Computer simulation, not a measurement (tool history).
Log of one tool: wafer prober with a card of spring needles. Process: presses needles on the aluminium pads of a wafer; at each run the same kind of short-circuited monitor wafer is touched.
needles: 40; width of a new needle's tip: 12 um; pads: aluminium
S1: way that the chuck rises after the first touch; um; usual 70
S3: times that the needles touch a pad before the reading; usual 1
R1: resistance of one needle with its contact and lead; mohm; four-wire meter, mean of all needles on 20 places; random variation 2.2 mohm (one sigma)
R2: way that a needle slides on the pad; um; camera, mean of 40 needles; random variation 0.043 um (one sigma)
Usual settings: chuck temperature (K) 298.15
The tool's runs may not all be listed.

Run 1, hour 0.0: usual settings. Result: R1 252 mohm, R2 9.46 um.
At hour 2.1: tips cleaned on abrasive film.
At hour 11.7: tips cleaned on abrasive film.
At hour 20.2: tips cleaned on abrasive film.
Run 2, hour 23.6: usual settings. Result: R1 247 mohm, R2 9.50 um.
At hour 29.6: tips cleaned on abrasive film.
Run 3, hour 37.4: usual settings but S1 75 um. Result: R1 244 mohm, R2 10.12 um.
At hour 38.8: tips cleaned on abrasive film.
At hour 48.4: tips cleaned on abrasive film.
Run 4, hour 50.6: usual settings but S1 75 um. Result: R1 249 mohm, R2 10.19 um.
At hour 57.5: tips cleaned on abrasive film.
Run 5, hour 65.4: usual settings but S1 75 um. Result: R1 255 mohm, R2 10.25 um.
At hour 66.5: tips cleaned on abrasive film.
At hour 75.5: tips cleaned on abrasive film.
Run 6, hour 77.6: usual settings but S1 75 um. Result: R1 246 mohm, R2 10.13 um.
At hour 84.7: tips cleaned on abrasive film.
Run 7, hour 87.2: usual settings. Result: R1 252 mohm, R2 9.59 um.
At hour 94.4: tips cleaned on abrasive film.
Run 8, hour 99.2: usual settings. Result: R1 249 mohm, R2 9.62 um.
At hour 103.6: tips cleaned on abrasive film.
At hour 112.5: tips cleaned on abrasive film.
Run 9, hour 113.0: usual settings but chuck temperature (K) 324.15. Result: R1 258 mohm, R2 9.56 um.
At hour 122.0: tips cleaned on abrasive film.
Run 10, hour 130.1: usual settings but chuck temperature (K) 324.15. Result: R1 259 mohm, R2 9.63 um.
At hour 132.0: tips cleaned on abrasive film.
At hour 140.8: tips cleaned on abrasive film.
At hour 150.5: tips cleaned on abrasive film.
Run 11, hour 151.5: usual settings but chuck temperature (K) 324.15. Result: R1 259 mohm, R2 9.62 um.
At hour 159.3: tips cleaned on abrasive film.
Run 12, hour 167.5: usual settings. Result: R1 251 mohm, R2 9.68 um.
At hour 168.9: tips cleaned on abrasive film.
At hour 177.6: tips cleaned on abrasive film.
Run 13, hour 183.3: usual settings. Result: R1 251 mohm, R2 9.56 um.
At hour 186.4: tips cleaned on abrasive film.
At hour 195.5: tips cleaned on abrasive film.
At hour 204.6: tips cleaned on abrasive film.
Run 14, hour 205.0: usual settings. Result: R1 252 mohm, R2 9.64 um.
At hour 213.6: tips cleaned on abrasive film.
At hour 222.1: tips cleaned on abrasive film.
Run 15, hour 222.1: usual settings. Result: R1 251 mohm, R2 9.66 um.
At hour 231.9: tips cleaned on abrasive film.
Run 16, hour 232.4: usual settings. Result: R1 254 mohm, R2 9.68 um.
At hour 241.2: tips cleaned on abrasive film.
At hour 247.2: gauge calibrated.
Run 17, hour 247.2: usual settings but chuck temperature (K) 340.15, S3 2. Result: R1 262 mohm, R2 9.44 um.
At hour 251.3: tips cleaned on abrasive film.
At hour 259.9: tips cleaned on abrasive film.
Run 18, hour 260.3: usual settings but S1 55 um, chuck temperature (K) 350.15. Result: R1 268 mohm, R2 7.49 um.
At hour 269.7: tips cleaned on abrasive film.
Run 19, hour 272.8: usual settings but S3 2. Result: R1 254 mohm, R2 9.50 um.
At hour 279.7: tips cleaned on abrasive film.
At hour 289.0: tips cleaned on abrasive film.
Run 20, hour 290.0: usual settings but S3 2. Result: R1 248 mohm, R2 9.44 um.
At hour 298.2: tips cleaned on abrasive film.
At hour 306.8: tips cleaned on abrasive film.
Run 21, hour 307.1: usual settings but S3 2. Result: R1 247 mohm, R2 9.45 um.
At hour 316.3: tips cleaned on abrasive film.
Run 22, hour 324.4: usual settings but S3 2. Result: R1 250 mohm, R2 9.51 um.
At hour 326.2: tips cleaned on abrasive film.
At hour 335.5: tips cleaned on abrasive film.
Run 23, hour 340.7: usual settings but S1 60 um, S3 2. Result: R1 248 mohm, R2 8.19 um.
At hour 344.1: height of the first contact set anew.
At hour 346.0: tips cleaned on abrasive film.
At hour 354.6: tips cleaned on abrasive film.
Run 24, hour 360.5: usual settings but S1 53 um, chuck temperature (K) 325.15, S3 2. Result: R1 259 mohm, R2 7.28 um.
At hour 363.6: tips cleaned on abrasive film.
At hour 372.5: tips cleaned on abrasive film.
Run 25, hour 372.7: usual settings but S1 53 um, chuck temperature (K) 325.15, S3 2. Result: R1 261 mohm, R2 7.25 um.
At hour 382.2: tips cleaned on abrasive film.
At hour 391.7: tips cleaned on abrasive film.
Run 26, hour 393.9: usual settings but S1 53 um, chuck temperature (K) 325.15, S3 2. Result: R1 264 mohm, R2 7.29 um.
At hour 400.5: tips cleaned on abrasive film.
Run 27, hour 404.6: usual settings but S1 58 um, chuck temperature (K) 338.15, S3 2. Result: R1 262 mohm, R2 7.93 um.
At hour 410.9: tips cleaned on abrasive film.
Run 28, hour 418.6: usual settings but S1 53 um, chuck temperature (K) 301.15. Result: R1 253 mohm, R2 7.28 um.
At hour 420.3: tips cleaned on abrasive film.
At hour 428.9: tips cleaned on abrasive film.
Run 29, hour 433.6: usual settings but S1 53 um, chuck temperature (K) 301.15. Result: R1 250 mohm, R2 7.33 um.
At hour 438.5: tips cleaned on abrasive film.
At hour 447.7: tips cleaned on abrasive film.
Run 30, hour 455.9: usual settings but S1 53 um, chuck temperature (K) 382.15. Result: R1 273 mohm, R2 7.27 um.
At hour 457.6: tips cleaned on abrasive film.
At hour 466.4: tips cleaned on abrasive film.
At hour 476.6: tips cleaned on abrasive film.
Run 31, hour 479.0: usual settings but chuck temperature (K) 375.15. Result: R1 269 mohm, R2 9.64 um.

Measured less the same run without the tool's hidden state. The same run-to-run variation is in both; the gauge's scatter may not be:
The hidden state here: debris on the tips, nm; way that the needles fall short of the set height, um; tips' diameter, um; drift of the gauge itself on contact_mohm, %; drift of the gauge itself on scrub_um, %.
run     R2
  1  -0.01
  2  +0.02
  3  +0.04
  4  +0.05
  5  +0.07
  6  +0.08
  7  +0.09
  8  +0.10
  9  +0.11
 10  +0.13
 11  +0.15
 12  +0.17
 13  +0.19
 14  +0.21
 15  +0.22
 16  +0.23
 17  +0.00
 18  +0.00
 19  +0.02
 20  +0.04
 21  +0.05
 22  +0.08
 23  +0.08
 24  +0.08
 25  +0.10
 26  +0.12
 27  +0.14
 28  +0.13
 29  +0.15
 30  +0.17
 31  +0.24
R1: within 1 mohm of the measured result in every run.
